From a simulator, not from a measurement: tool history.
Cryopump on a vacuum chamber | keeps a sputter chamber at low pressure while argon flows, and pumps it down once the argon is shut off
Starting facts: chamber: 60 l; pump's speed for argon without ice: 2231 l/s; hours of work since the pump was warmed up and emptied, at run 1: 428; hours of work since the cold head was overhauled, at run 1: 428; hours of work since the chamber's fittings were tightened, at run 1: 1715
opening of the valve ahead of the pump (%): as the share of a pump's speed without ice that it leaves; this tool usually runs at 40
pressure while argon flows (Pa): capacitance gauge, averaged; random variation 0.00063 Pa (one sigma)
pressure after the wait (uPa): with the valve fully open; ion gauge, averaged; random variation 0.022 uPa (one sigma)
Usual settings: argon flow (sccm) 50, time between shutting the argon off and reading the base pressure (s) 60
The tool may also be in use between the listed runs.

| run | hour | argon flow (sccm) | time between shutting the argon off and reading the base pressure (s) | opening of the valve ahead of the pump (%) | hours of work since the pump was warmed up and emptied | hours of work since the cold head was overhauled | hours of work since the chamber's fittings were tightened | pressure while argon flows (Pa) | pressure after the wait (uPa) |
|---|---|---|---|---|---|---|---|---|---|
| 1 | 0.0 | 50 | 60 | 40 | 428 | 428 | 1715 | 0.1030 | 2.75 |
| 2 | 33.8 | 50 | 60 | 40 | 447 | 447 | 1734 | 0.1041 | 2.87 |
| 3 | 74.2 | 50 | 60 | 40 | 469 | 469 | 1756 | 0.1046 | 2.99 |
|  | 90.0 | pump warmed up, emptied and cooled again |
|  | 104.2 | leaking fittings of the chamber tightened, without venting |
| 4 | 118.1 | 50 | 60 | 40 | 14 | 490 | 8 | 0.0961 | 0.66 |
| 5 | 169.4 | 46 | 60 | 40 | 43 | 518 | 36 | 0.0886 | 0.67 |
| 6 | 210.7 | 46 | 60 | 40 | 66 | 541 | 59 | 0.0881 | 0.74 |
| 7 | 238.8 | 50 | 60 | 40 | 81 | 556 | 74 | 0.0961 | 0.74 |
| 8 | 272.7 | 50 | 60 | 40 | 100 | 575 | 93 | 0.0963 | 0.76 |
| 9 | 302.5 | 50 | 60 | 40 | 116 | 592 | 109 | 0.0965 | 0.79 |
| 10 | 343.5 | 50 | 60 | 40 | 139 | 614 | 132 | 0.0984 | 0.77 |
| 11 | 391.4 | 50 | 60 | 40 | 165 | 641 | 158 | 0.0969 | 0.81 |
| 12 | 418.4 | 50 | 60 | 40 | 180 | 656 | 173 | 0.0986 | 0.85 |
| 13 | 447.5 | 50 | 60 | 30 | 196 | 672 | 189 | 0.1312 | 0.85 |
| 14 | 496.6 | 50 | 60 | 30 | 223 | 699 | 217 | 0.1312 | 0.93 |
| 15 | 540.4 | 50 | 60 | 40 | 247 | 723 | 241 | 0.1012 | 0.95 |
| 16 | 577.3 | 50 | 60 | 40 | 268 | 743 | 261 | 0.1003 | 0.96 |
| 17 | 628.2 | 50 | 123 | 40 | 296 | 771 | 289 | 0.1011 | 0.75 |
| 18 | 659.5 | 50 | 123 | 40 | 313 | 789 | 306 | 0.1025 | 0.81 |
| 19 | 684.0 | 22 | 60 | 35 | 327 | 802 | 320 | 0.0503 | 1.03 |
| 20 | 721.0 | 22 | 60 | 35 | 347 | 823 | 340 | 0.0506 | 1.06 |
| 21 | 770.1 | 47 | 184 | 35 | 374 | 850 | 368 | 0.1104 | 0.78 |
| 22 | 803.3 | 47 | 184 | 35 | 393 | 868 | 386 | 0.1101 | 0.81 |
| 23 | 855.1 | 47 | 184 | 35 | 421 | 897 | 414 | 0.1112 | 0.83 |
| 24 | 879.0 | 75 | 27 | 35 | 434 | 910 | 428 | 0.1782 | 1.76 |
| 25 | 905.1 | 28 | 264 | 28 | 449 | 924 | 442 | 0.0805 | 0.86 |
| 26 | 936.8 | 50 | 140 | 29 | 466 | 942 | 460 | 0.1413 | 0.98 |
|  | 957.0 | pump warmed up, emptied and cooled again |
| 27 | 990.3 | 50 | 140 | 29 | 18 | 968 | 486 | 0.1324 | 0.86 |
| 28 | 1023.5 | 50 | 140 | 15 | 37 | 987 | 505 | 0.2543 | 0.86 |
| 29 | 1076.5 | 21 | 60 | 44 | 66 | 1016 | 534 | 0.0360 | 1.21 |
| 30 | 1123.0 | 58 | 60 | 40 | 92 | 1042 | 560 | 0.1118 | 1.23 |
| 31 | 1159.0 | 58 | 60 | 40 | 112 | 1062 | 579 | 0.1128 | 1.25 |
| 32 | 1205.0 | 40 | 107 | 15 | 137 | 1087 | 605 | 0.2072 | 1.11 |
| 33 | 1237.5 | 40 | 107 | 15 | 155 | 1105 | 623 | 0.2062 | 1.13 |
| 34 | 1268.8 | 50 | 49 | 43 | 172 | 1122 | 640 | 0.0913 | 1.47 |
| 35 | 1306.3 | 51 | 62 | 36 | 193 | 1143 | 661 | 0.1103 | 1.32 |

Hidden state at the last listed run before each entry between runs and at the first one after, where it differs:
Between runs 3 and 4: pump warmed up, emptied and cooled again (hour 90.0); leaking fittings of the chamber tightened, without venting (hour 104.2)
  pump's speed, % of a pump's without ice: 79.2 -> 99.1; cold plate's temperature, K: 12.42 -> 12.44; leak into the chamber, uPa l/s: 4317 -> 345
  measured less the result without the state, pressure while argon flows (Pa): +0.0103 -> +0.0006; pressure after the wait (uPa): +2.35 -> +0.03
Between runs 26 and 27: pump warmed up, emptied and cooled again (hour 957.0)
  pump's speed, % of a pump's without ice: 78.2 -> 98.9; cold plate's temperature, K: 12.71 -> 12.73; leak into the chamber, uPa l/s: 1349 -> 1409
  measured less the result without the state, pressure while argon flows (Pa): +0.0112 -> +0.0010; pressure after the wait (uPa): +0.65 -> +0.51
